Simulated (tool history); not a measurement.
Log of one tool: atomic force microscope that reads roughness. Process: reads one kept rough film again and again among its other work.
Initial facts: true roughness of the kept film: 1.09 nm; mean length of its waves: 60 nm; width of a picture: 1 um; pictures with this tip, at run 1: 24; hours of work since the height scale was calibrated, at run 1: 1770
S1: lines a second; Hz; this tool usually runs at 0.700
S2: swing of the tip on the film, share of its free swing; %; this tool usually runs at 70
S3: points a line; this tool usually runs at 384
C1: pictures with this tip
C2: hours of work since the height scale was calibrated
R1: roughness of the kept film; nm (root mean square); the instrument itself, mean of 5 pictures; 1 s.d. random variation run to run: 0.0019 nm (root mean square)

run 1 hour=0.0 | S1=0.700 S2=70 S3=384 | C1=24 C2=1770 | R1=1.070
-- hour=29.1 new tip fitted
-- hour=69.6 new tip fitted
run 2 hour=70.7 | S1=0.700 S2=70 S3=384 | C1=2 C2=1821 | R1=1.075
-- hour=111.8 new tip fitted
run 3 hour=135.2 | S1=2.170 S2=70 S3=384 | C1=51 C2=1868 | R1=1.018
-- hour=154.8 new tip fitted
run 4 hour=171.5 | S1=2.170 S2=70 S3=384 | C1=37 C2=1895 | R1=1.023
-- hour=194.7 new tip fitted
-- hour=235.6 new tip fitted
run 5 hour=243.5 | S1=0.700 S2=70 S3=573 | C1=18 C2=1947 | R1=1.069
-- hour=275.4 new tip fitted
run 6 hour=312.3 | S1=0.700 S2=70 S3=573 | C1=80 C2=1998 | R1=1.055
-- hour=317.0 new tip fitted
run 7 hour=351.4 | S1=0.700 S2=76 S3=384 | C1=74 C2=2026 | R1=1.046
-- hour=357.4 new tip fitted
-- hour=397.4 new tip fitted
run 8 hour=418.8 | S1=0.700 S2=76 S3=384 | C1=46 C2=2075 | R1=1.057
-- hour=438.0 new tip fitted
run 9 hour=460.7 | S1=0.700 S2=76 S3=384 | C1=49 C2=2106 | R1=1.057
-- hour=477.1 new tip fitted
-- hour=518.3 new tip fitted
run 10 hour=526.4 | S1=0.700 S2=61 S3=384 | C1=17 C2=2153 | R1=1.080
-- hour=532.4 height scale calibrated on a step standard
-- hour=561.5 new tip fitted
run 11 hour=592.4 | S1=2.874 S2=70 S3=384 | C1=67 C2=44 | R1=0.979
-- hour=603.1 new tip fitted
-- hour=642.0 new tip fitted
run 12 hour=666.1 | S1=2.874 S2=70 S3=384 | C1=53 C2=98 | R1=0.978
-- hour=679.6 new tip fitted
-- hour=719.3 new tip fitted
run 13 hour=719.3 | S1=0.700 S2=70 S3=384 | C1=0 C2=136 | R1=1.050
-- hour=757.3 new tip fitted
run 14 hour=765.0 | S1=0.700 S2=70 S3=384 | C1=17 C2=169 | R1=1.049
-- hour=796.5 new tip fitted
-- hour=837.4 new tip fitted
run 15 hour=837.6 | S1=0.700 S2=70 S3=384 | C1=1 C2=222 | R1=1.054
-- hour=879.0 new tip fitted
run 16 hour=889.5 | S1=0.700 S2=70 S3=384 | C1=23 C2=260 | R1=1.050
-- hour=922.2 new tip fitted
run 17 hour=927.2 | S1=0.700 S2=70 S3=384 | C1=11 C2=288 | R1=1.051
-- hour=960.0 new tip fitted
run 18 hour=981.1 | S1=0.700 S2=70 S3=384 | C1=46 C2=327 | R1=1.043
-- hour=997.7 new tip fitted
-- hour=1036.5 new tip fitted
run 19 hour=1046.9 | S1=0.700 S2=70 S3=384 | C1=23 C2=375 | R1=1.048
-- hour=1078.6 new tip fitted
run 20 hour=1082.0 | S1=0.700 S2=70 S3=384 | C1=7 C2=400 | R1=1.057
-- hour=1119.7 new tip fitted
run 21 hour=1137.3 | S1=0.700 S2=70 S3=384 | C1=38 C2=441 | R1=1.049
-- hour=1160.7 new tip fitted
-- hour=1199.3 new tip fitted
run 22 hour=1201.2 | S1=0.700 S2=70 S3=384 | C1=4 C2=487 | R1=1.053
-- hour=1240.4 new tip fitted
run 23 hour=1266.8 | S1=0.700 S2=70 S3=384 | C1=57 C2=535 | R1=1.043
-- hour=1279.4 new tip fitted
-- hour=1318.7 new tip fitted
run 24 hour=1324.1 | S1=0.700 S2=70 S3=384 | C1=11 C2=577 | R1=1.056
-- hour=1362.1 new tip fitted
run 25 hour=1394.2 | S1=1.974 S2=70 S3=639 | C1=69 C2=628 | R1=1.001
-- hour=1401.5 new tip fitted
-- hour=1440.0 new tip fitted
run 26 hour=1450.9 | S1=1.482 S2=70 S3=790 | C1=24 C2=669 | R1=1.032
-- hour=1481.0 new tip fitted
run 27 hour=1498.7 | S1=1.842 S2=80 S3=790 | C1=38 C2=704 | R1=0.984
-- hour=1524.6 new tip fitted
-- hour=1566.8 new tip fitted
run 28 hour=1574.6 | S1=1.588 S2=63 S3=384 | C1=17 C2=760 | R1=1.047
-- hour=1606.1 new tip fitted
run 29 hour=1621.6 | S1=2.598 S2=64 S3=646 | C1=33 C2=794 | R1=1.023
-- hour=1644.6 new tip fitted
run 30 hour=1657.7 | S1=1.121 S2=70 S3=411 | C1=29 C2=820 | R1=1.042
-- hour=1685.9 new tip fitted
run 31 hour=1703.0 | S1=1.172 S2=70 S3=791 | C1=37 C2=853 | R1=1.039
-- hour=1729.6 new tip fitted
-- hour=1768.9 new tip fitted
run 32 hour=1770.7 | S1=1.172 S2=70 S3=791 | C1=4 C2=903 | R1=1.046
-- hour=1812.4 new tip fitted
run 33 hour=1813.0 | S1=0.700 S2=88 S3=384 | C1=1 C2=933 | R1=1.029
run 34 hour=1844.2 | S1=0.700 S2=88 S3=384 | C1=69 C2=957 | R1=1.012
-- hour=1855.6 new tip fitted
run 35 hour=1887.4 | S1=1.774 S2=88 S3=384 | C1=69 C2=988 | R1=0.943
-- hour=1895.9 new tip fitted
run 36 hour=1929.8 | S1=1.750 S2=88 S3=292 | C1=73 C2=1019 | R1=0.945
-- hour=1935.4 new tip fitted
-- hour=1975.5 new tip fitted
run 37 hour=1987.6 | S1=0.544 S2=59 S3=885 | C1=26 C2=1061 | R1=1.070
-- hour=2014.1 new tip fitted
run 38 hour=2045.6 | S1=0.544 S2=56 S3=638 | C1=69 C2=1103 | R1=1.061
-- hour=2054.5 new tip fitted
run 39 hour=2090.3 | S1=0.895 S2=70 S3=766 | C1=77 C2=1136 | R1=1.046
-- hour=2097.6 new tip fitted
-- hour=2136.1 new tip fitted
run 40 hour=2161.1 | S1=3.604 S2=62 S3=556 | C1=54 C2=1187 | R1=1.011
-- hour=2174.5 new tip fitted
-- hour=2217.1 new tip fitted
run 41 hour=2218.0 | S1=0.700 S2=83 S3=720 | C1=2 C2=1229 | R1=1.049
-- hour=2255.0 new tip fitted
run 42 hour=2288.8 | S1=1.578 S2=80 S3=384 | C1=73 C2=1281 | R1=0.988
-- hour=2293.7 new tip fitted
-- hour=2334.0 new tip fitted
run 43 hour=2334.0 | S1=1.578 S2=63 S3=753 | C1=0 C2=1313 | R1=1.059
-- hour=2372.2 new tip fitted
run 44 hour=2379.5 | S1=1.578 S2=63 S3=753 | C1=16 C2=1346 | R1=1.053
-- hour=2412.8 new tip fitted
run 45 hour=2432.7 | S1=1.578 S2=63 S3=753 | C1=43 C2=1385 | R1=1.046
-- hour=2452.6 new tip fitted
-- hour=2492.8 new tip fitted
run 46 hour=2501.7 | S1=2.842 S2=70 S3=283 | C1=19 C2=1436 | R1=1.000
-- hour=2530.8 new tip fitted
run 47 hour=2543.8 | S1=1.279 S2=60 S3=568 | C1=28 C2=1466 | R1=1.063

4 options for the next run, each taken on its own from the tool as it stands now. Forecast them:
-- hour=2574.2 new tip fitted
-- hour=2612.3 new tip fitted
run A hour=2612.3 | S1=0.700 S2=70 S3=545 | C1=0 C2=1516 | R1=?
-- hour=2574.2 new tip fitted
-- hour=2612.3 new tip fitted
run B hour=2612.3 | S1=1.279 S2=88 S3=568 | C1=0 C2=1516 | R1=?
-- hour=2574.2 new tip fitted
-- hour=2612.3 new tip fitted
run C hour=2612.3 | S1=0.536 S2=78 S3=433 | C1=0 C2=1516 | R1=?
-- hour=2574.2 new tip fitted
-- hour=2612.3 new tip fitted
run D hour=2612.3 | S1=0.510 S2=77 S3=1018 | C1=0 C2=1516 | R1=?

run=A R1=1.068
run=B R1=0.998
run=C R1=1.064
run=D R1=1.066
With no hidden state in the tool, these same runs would have given:
run=A R1=1.053
run=B R1=0.985
run=C R1=1.049
run=D R1=1.051
